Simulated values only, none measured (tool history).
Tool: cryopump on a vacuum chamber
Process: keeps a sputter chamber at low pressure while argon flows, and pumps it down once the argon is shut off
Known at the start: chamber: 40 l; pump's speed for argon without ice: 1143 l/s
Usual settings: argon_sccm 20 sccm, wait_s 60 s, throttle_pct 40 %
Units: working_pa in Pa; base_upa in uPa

Run 1, day 0: usual settings. Result: working_pa 0.0745 Pa, base_upa 2.24 uPa.
Run 2, day 1.05: usual settings but argon_sccm 9 sccm. Result: working_pa 0.0336 Pa, base_upa 2.26 uPa.
Run 3, day 2.088: usual settings but argon_sccm 22 sccm. Result: working_pa 0.0836 Pa, base_upa 2.28 uPa.
Run 4, day 2.775: usual settings but argon_sccm 22 sccm. Result: working_pa 0.0825 Pa, base_upa 2.23 uPa.
Run 5, day 3.808: usual settings but argon_sccm 9 sccm. Result: working_pa 0.0332 Pa, base_upa 2.22 uPa.
Run 6, day 4.288: usual settings. Result: working_pa 0.0751 Pa, base_upa 2.26 uPa.
Run 7, day 4.933: usual settings but wait_s 67 s. Result: working_pa 0.0752 Pa, base_upa 2.15 uPa.
Run 8, day 5.954: usual settings but wait_s 67 s. Result: working_pa 0.0753 Pa, base_upa 2.15 uPa.
Run 9, day 6.492: usual settings but wait_s 67 s, throttle_pct 16 %. Result: working_pa 0.1867 Pa, base_upa 2.17 uPa.
Run 10, day 7.008: usual settings but wait_s 67 s, throttle_pct 16 %. Result: working_pa 0.1852 Pa, base_upa 2.11 uPa.
Run 11, day 7.862: usual settings. Result: working_pa 0.0758 Pa, base_upa 2.23 uPa.
Run 12, day 8.867: usual settings. Result: working_pa 0.0755 Pa, base_upa 2.27 uPa.
Run 13, day 9.429: usual settings but argon_sccm 11 sccm. Result: working_pa 0.0413 Pa, base_upa 2.25 uPa.
Run 14, day 9.946: usual settings but wait_s 227 s. Result: working_pa 0.0748 Pa, base_upa 1.26 uPa.
Run 15, day 10.708: usual settings. Result: working_pa 0.0744 Pa, base_upa 2.32 uPa.
Run 16, day 11.721: usual settings. Result: working_pa 0.0745 Pa, base_upa 2.31 uPa.
Run 17, day 12.646: usual settings but throttle_pct 22 %. Result: working_pa 0.1349 Pa, base_upa 2.3 uPa.
Run 18, day 13.254: usual settings but throttle_pct 22 %. Result: working_pa 0.1361 Pa, base_upa 2.36 uPa.
At day 13.821: leaking fittings of the chamber tightened, without venting.
Run 19, day 14.075: usual settings but argon_sccm 15 sccm, wait_s 106 s, throttle_pct 18 %. Result: working_pa 0.1246 Pa, base_upa 1.15 uPa.
Run 20, day 15.212: usual settings but argon_sccm 15 sccm, wait_s 106 s, throttle_pct 18 %. Result: working_pa 0.1233 Pa, base_upa 1.1 uPa.
Run 21, day 15.696: usual settings but argon_sccm 15 sccm, wait_s 106 s, throttle_pct 18 %. Result: working_pa 0.1251 Pa, base_upa 1.16 uPa.
Run 22, day 16.508: usual settings but argon_sccm 26 sccm. Result: working_pa 0.098 Pa, base_upa 1.73 uPa.
Run 23, day 17.5: usual settings but argon_sccm 16 sccm, wait_s 44 s, throttle_pct 34 %. Result: working_pa 0.07 Pa, base_upa 2.24 uPa.
Run 24, day 18.483: usual settings but argon_sccm 29 sccm, wait_s 284 s, throttle_pct 26 %. Result: working_pa 0.1672 Pa, base_upa 0.63 uPa.
Run 25, day 19.304: usual settings but argon_sccm 29 sccm, wait_s 32 s, throttle_pct 26 %. Result: working_pa 0.1673 Pa, base_upa 2.96 uPa.
Run 26, day 19.888: usual settings but argon_sccm 15 sccm, wait_s 193 s, throttle_pct 26 %. Result: working_pa 0.0863 Pa, base_upa 0.74 uPa.
Run 27, day 21.017: usual settings but argon_sccm 15 sccm, wait_s 193 s, throttle_pct 26 %. Result: working_pa 0.0878 Pa, base_upa 0.77 uPa.
Run 28, day 22.117: usual settings but argon_sccm 34 sccm, wait_s 193 s, throttle_pct 49 %. Result: working_pa 0.1056 Pa, base_upa 0.79 uPa.
Run 29, day 22.871: usual settings but argon_sccm 21 sccm, wait_s 237 s, throttle_pct 60 %. Result: working_pa 0.0541 Pa, base_upa 0.71 uPa.
Run 30, day 23.362: usual settings but argon_sccm 21 sccm, wait_s 237 s, throttle_pct 60 %. Result: working_pa 0.054 Pa, base_upa 0.71 uPa.
Run 31, day 24.325: usual settings but argon_sccm 10 sccm, wait_s 40 s. Result: working_pa 0.038 Pa, base_upa 2.49 uPa.
Run 32, day 24.883: usual settings but argon_sccm 10 sccm, wait_s 40 s. Result: working_pa 0.0377 Pa, base_upa 2.54 uPa.
Run 33, day 25.925: usual settings but argon_sccm 10 sccm, wait_s 40 s. Result: working_pa 0.0381 Pa, base_upa 2.38 uPa.
Run 34, day 26.462: usual settings but argon_sccm 16 sccm, wait_s 40 s, throttle_pct 15 %. Result: working_pa 0.1592 Pa, base_upa 2.48 uPa.
Run 35, day 27.454: usual settings but argon_sccm 10 sccm, wait_s 32 s, throttle_pct 38 %. Result: working_pa 0.0402 Pa, base_upa 3.09 uPa.

3 ways to go on from here, each from the tool as it stands after run 35. What would each give?
Run A, day 28.275: usual settings but argon_sccm 17 sccm, wait_s 50 s, throttle_pct 57 %. Result: working_pa ?, base_upa ?.
Run B, day 28.275: usual settings but argon_sccm 19 sccm, wait_s 95 s, throttle_pct 42 %. Result: working_pa ?, base_upa ?.
Run C, day 28.275: usual settings but argon_sccm 12 sccm, throttle_pct 16 %. Result: working_pa ?, base_upa ?.

run  working_pa  base_upa
  A      0.0461      2.12
  B      0.0694      1.27
  C      0.1127      1.73
Without the tool's hidden state the same runs would have given:
run  working_pa  base_upa
  A       0.044      1.99
  B       0.067      1.15
  C      0.1112      1.61
